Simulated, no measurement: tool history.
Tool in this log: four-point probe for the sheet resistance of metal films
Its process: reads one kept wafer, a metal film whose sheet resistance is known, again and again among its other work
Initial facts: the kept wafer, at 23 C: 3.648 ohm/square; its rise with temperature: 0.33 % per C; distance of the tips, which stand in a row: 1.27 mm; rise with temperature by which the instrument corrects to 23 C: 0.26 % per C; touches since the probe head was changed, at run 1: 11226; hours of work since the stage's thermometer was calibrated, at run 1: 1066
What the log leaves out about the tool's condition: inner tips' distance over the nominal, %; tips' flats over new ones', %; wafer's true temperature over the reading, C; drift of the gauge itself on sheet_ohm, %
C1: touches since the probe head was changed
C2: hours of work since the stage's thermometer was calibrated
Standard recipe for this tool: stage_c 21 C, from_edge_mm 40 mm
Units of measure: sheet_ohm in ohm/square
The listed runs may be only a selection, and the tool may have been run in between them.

run 1 day=0.000 | stage_c=21 from_edge_mm=40 | C1=11226 C2=1066 | sheet_ohm=3.644558
run 2 day=0.733 | stage_c=29 from_edge_mm=40 | C1=11453 C2=1075 | sheet_ohm=3.664511
run 3 day=2.100 | stage_c=29 from_edge_mm=40 | C1=11874 C2=1091 | sheet_ohm=3.664925
run 4 day=2.812 | stage_c=21 from_edge_mm=40 | C1=12094 C2=1100 | sheet_ohm=3.645297
run 5 day=3.992 | stage_c=21 from_edge_mm=40 | C1=12459 C2=1115 | sheet_ohm=3.644564
run 6 day=5.154 | stage_c=21 from_edge_mm=40 | C1=12817 C2=1129 | sheet_ohm=3.644787
run 7 day=5.754 | stage_c=21 from_edge_mm=40 | C1=13002 C2=1136 | sheet_ohm=3.644635
run 8 day=7.129 | stage_c=21 from_edge_mm=40 | C1=13427 C2=1153 | sheet_ohm=3.646526
run 9 day=8.288 | stage_c=21 from_edge_mm=6 | C1=13784 C2=1167 | sheet_ohm=3.728144
run 10 day=9.133 | stage_c=21 from_edge_mm=6 | C1=14045 C2=1177 | sheet_ohm=3.728100
run 11 day=10.362 | stage_c=21 from_edge_mm=6 | C1=14424 C2=1192 | sheet_ohm=3.729159
run 12 day=11.212 | stage_c=21 from_edge_mm=6 | C1=14686 C2=1202 | sheet_ohm=3.728634
run 13 day=12.500 | stage_c=28 from_edge_mm=40 | C1=15084 C2=1218 | sheet_ohm=3.661717
run 14 day=13.254 | stage_c=20 from_edge_mm=40 | C1=15317 C2=1227 | sheet_ohm=3.643081
run 15 day=14.554 | stage_c=20 from_edge_mm=40 | C1=15717 C2=1243 | sheet_ohm=3.642443
run 16 day=15.333 | stage_c=28 from_edge_mm=40 | C1=15958 C2=1252 | sheet_ohm=3.662353
run 17 day=16.683 | stage_c=28 from_edge_mm=40 | C1=16375 C2=1269 | sheet_ohm=3.663727
run 18 day=17.471 | stage_c=21 from_edge_mm=5 | C1=16618 C2=1278 | sheet_ohm=3.766327
run 19 day=18.446 | stage_c=21 from_edge_mm=5 | C1=16919 C2=1290 | sheet_ohm=3.765035
run 20 day=19.621 | stage_c=32 from_edge_mm=4 | C1=17282 C2=1304 | sheet_ohm=3.858315
run 21 day=20.275 | stage_c=28 from_edge_mm=19 | C1=17484 C2=1312 | sheet_ohm=3.669224
run 22 day=20.921 | stage_c=26 from_edge_mm=24 | C1=17683 C2=1320 | sheet_ohm=3.660971
run 23 day=21.683 | stage_c=26 from_edge_mm=24 | C1=17919 C2=1329 | sheet_ohm=3.660197
run 24 day=22.612 | stage_c=27 from_edge_mm=20 | C1=18205 C2=1341 | sheet_ohm=3.666305
run 25 day=24.025 | stage_c=20 from_edge_mm=12 | C1=18640 C2=1358 | sheet_ohm=3.661756
run 26 day=25.054 | stage_c=20 from_edge_mm=12 | C1=18958 C2=1370 | sheet_ohm=3.662736
run 27 day=26.383 | stage_c=31 from_edge_mm=41 | C1=19368 C2=1386 | sheet_ohm=3.671047
run 28 day=27.575 | stage_c=28 from_edge_mm=41 | C1=19737 C2=1401 | sheet_ohm=3.662609
run 29 day=28.325 | stage_c=21 from_edge_mm=46 | C1=19967 C2=1410 | sheet_ohm=3.644239
run 30 day=28.900 | stage_c=21 from_edge_mm=46 | C1=20145 C2=1417 | sheet_ohm=3.644140
run 31 day=30.112 | stage_c=21 from_edge_mm=46 | C1=20520 C2=1432 | sheet_ohm=3.645758
run 32 day=31.012 | stage_c=31 from_edge_mm=11 | C1=20797 C2=1443 | sheet_ohm=3.694037

Forecast each of these 4 alternatives for the next run:
run A day=32.329 | stage_c=30 from_edge_mm=12 | C1=21203 C2=1459 | sheet_ohm=?
run B day=32.329 | stage_c=30 from_edge_mm=3 | C1=21203 C2=1459 | sheet_ohm=?
run C day=32.329 | stage_c=32 from_edge_mm=10 | C1=21203 C2=1459 | sheet_ohm=?
run D day=32.329 | stage_c=30 from_edge_mm=26 | C1=21203 C2=1459 | sheet_ohm=?

run=A sheet_ohm=3.687132
run=B sheet_ohm=3.985011
run=C sheet_ohm=3.702100
run=D sheet_ohm=3.670562
Take away the tool's hidden state, keep each run's random variation, and the runs would have read:
run=A sheet_ohm=3.687174
run=B sheet_ohm=3.985058
run=C sheet_ohm=3.702143
run=D sheet_ohm=3.670604

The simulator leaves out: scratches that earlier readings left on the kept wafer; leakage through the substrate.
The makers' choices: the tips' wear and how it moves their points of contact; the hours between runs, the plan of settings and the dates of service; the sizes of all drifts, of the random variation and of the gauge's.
